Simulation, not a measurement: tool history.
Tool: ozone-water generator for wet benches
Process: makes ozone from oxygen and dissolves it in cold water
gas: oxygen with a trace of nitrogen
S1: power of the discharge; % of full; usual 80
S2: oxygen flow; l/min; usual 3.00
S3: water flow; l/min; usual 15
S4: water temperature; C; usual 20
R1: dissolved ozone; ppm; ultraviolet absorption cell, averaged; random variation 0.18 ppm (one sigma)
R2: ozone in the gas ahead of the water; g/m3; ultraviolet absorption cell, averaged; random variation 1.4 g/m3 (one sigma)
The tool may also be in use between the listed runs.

{"run": 1, "hour": 0.0, "S1": 80, "S2": 3.0, "S3": 15, "S4": 20, "R1": 25.8, "R2": 272.1}
{"run": 2, "hour": 24.5, "S1": 80, "S2": 3.0, "S3": 15, "S4": 20, "R1": 25.6, "R2": 270.1}
{"run": 3, "hour": 51.7, "S1": 80, "S2": 3.0, "S3": 23, "S4": 20, "R1": 17.0, "R2": 271.0}
{"run": 4, "hour": 95.8, "S1": 80, "S2": 3.0, "S3": 15, "S4": 20, "R1": 25.7, "R2": 269.2}
{"run": 5, "hour": 114.4, "S1": 80, "S2": 3.0, "S3": 15, "S4": 20, "R1": 25.6, "R2": 269.0}
{"run": 6, "hour": 154.3, "S1": 80, "S2": 2.36, "S3": 15, "S4": 20, "R1": 25.7, "R2": 315.8}
{"run": 7, "hour": 188.5, "S1": 80, "S2": 2.36, "S3": 15, "S4": 20, "R1": 26.0, "R2": 314.8}
{"run": 8, "hour": 225.7, "S1": 80, "S2": 3.0, "S3": 15, "S4": 20, "R1": 25.6, "R2": 268.0}
{"run": 9, "hour": 251.4, "S1": 80, "S2": 3.0, "S3": 15, "S4": 20, "R1": 25.5, "R2": 266.7}
{"run": 10, "hour": 274.7, "S1": 80, "S2": 3.0, "S3": 15, "S4": 20, "R1": 25.6, "R2": 265.9}
{"run": 11, "hour": 315.3, "S1": 80, "S2": 3.0, "S3": 15, "S4": 20, "R1": 25.7, "R2": 266.6}
{"run": 12, "hour": 343.9, "S1": 80, "S2": 3.0, "S3": 15, "S4": 20, "R1": 25.6, "R2": 267.1}
{"run": 13, "hour": 375.2, "S1": 80, "S2": 3.16, "S3": 15, "S4": 20, "R1": 25.7, "R2": 255.1}
{"run": 14, "hour": 408.6, "S1": 80, "S2": 3.0, "S3": 15, "S4": 20, "R1": 25.9, "R2": 264.5}
{"run": 15, "hour": 443.1, "S1": 80, "S2": 3.0, "S3": 15, "S4": 20, "R1": 25.6, "R2": 266.2}
{"run": 16, "hour": 470.6, "S1": 69, "S2": 3.0, "S3": 15, "S4": 20, "R1": 23.4, "R2": 243.9}
{"run": 17, "hour": 510.4, "S1": 69, "S2": 3.0, "S3": 15, "S4": 20, "R1": 23.8, "R2": 241.1}
{"run": 18, "hour": 531.6, "S1": 80, "S2": 3.98, "S3": 20, "S4": 20, "R1": 19.7, "R2": 216.0}
{"run": 19, "hour": 575.3, "S1": 80, "S2": 4.12, "S3": 20, "S4": 20, "R1": 19.2, "R2": 212.4}
{"run": 20, "hour": 620.0, "S1": 46, "S2": 3.0, "S3": 15, "S4": 13, "R1": 20.6, "R2": 196.5}
{"hour": 649.4, "done": "gauge calibrated"}
{"run": 21, "hour": 663.4, "S1": 46, "S2": 4.94, "S3": 15, "S4": 15, "R1": 19.0, "R2": 142.4}
{"run": 22, "hour": 688.8, "S1": 80, "S2": 4.95, "S3": 15, "S4": 19, "R1": 24.4, "R2": 192.9}
{"run": 23, "hour": 710.4, "S1": 52, "S2": 3.0, "S3": 15, "S4": 20, "R1": 20.4, "R2": 213.9}
{"run": 24, "hour": 755.6, "S1": 46, "S2": 2.44, "S3": 15, "S4": 14, "R1": 20.4, "R2": 227.1}
{"run": 25, "hour": 783.9, "S1": 46, "S2": 2.44, "S3": 15, "S4": 14, "R1": 20.4, "R2": 227.5}
{"run": 26, "hour": 818.5, "S1": 46, "S2": 2.44, "S3": 15, "S4": 15, "R1": 20.4, "R2": 227.8}
{"hour": 825.8, "done": "water thermometer calibrated"}
{"run": 27, "hour": 848.4, "S1": 80, "S2": 3.87, "S3": 17, "S4": 14, "R1": 24.6, "R2": 223.3}
{"run": 28, "hour": 886.7, "S1": 80, "S2": 3.87, "S3": 17, "S4": 14, "R1": 24.2, "R2": 226.5}
{"run": 29, "hour": 910.1, "S1": 80, "S2": 3.87, "S3": 17, "S4": 14, "R1": 24.5, "R2": 225.7}
{"run": 30, "hour": 931.8, "S1": 94, "S2": 2.95, "S3": 21, "S4": 12, "R1": 21.7, "R2": 295.4}
{"run": 31, "hour": 954.4, "S1": 62, "S2": 4.0, "S3": 12, "S4": 23, "R1": 24.4, "R2": 191.5}
{"run": 32, "hour": 988.3, "S1": 73, "S2": 1.96, "S3": 9, "S4": 28, "R1": 34.5, "R2": 336.6}

4 ways to go on from here, each from the tool as it stands after run 32. What would each give?
{"run": "A", "hour": 1018.3, "S1": 73, "S2": 1.96, "S3": 9, "S4": 28, "R1": "?", "R2": "?"}
{"run": "B", "hour": 1018.3, "S1": 80, "S2": 5.19, "S3": 21, "S4": 20, "R1": "?", "R2": "?"}
{"run": "C", "hour": 1018.3, "S1": 80, "S2": 1.77, "S3": 12, "S4": 20, "R1": "?", "R2": "?"}
{"run": "D", "hour": 1018.3, "S1": 61, "S2": 3.0, "S3": 15, "S4": 20, "R1": "?", "R2": "?"}

run=A R1=33.8 R2=339.1
run=B R1=18.1 R2=183.8
run=C R1=31.9 R2=378.8
run=D R1=22.3 R2=227.7
Without the tool's hidden state the same runs would have given:
run=A R1=33.8 R2=344.6
run=B R1=18.1 R2=186.8
run=C R1=31.9 R2=385.0
run=D R1=22.4 R2=231.4
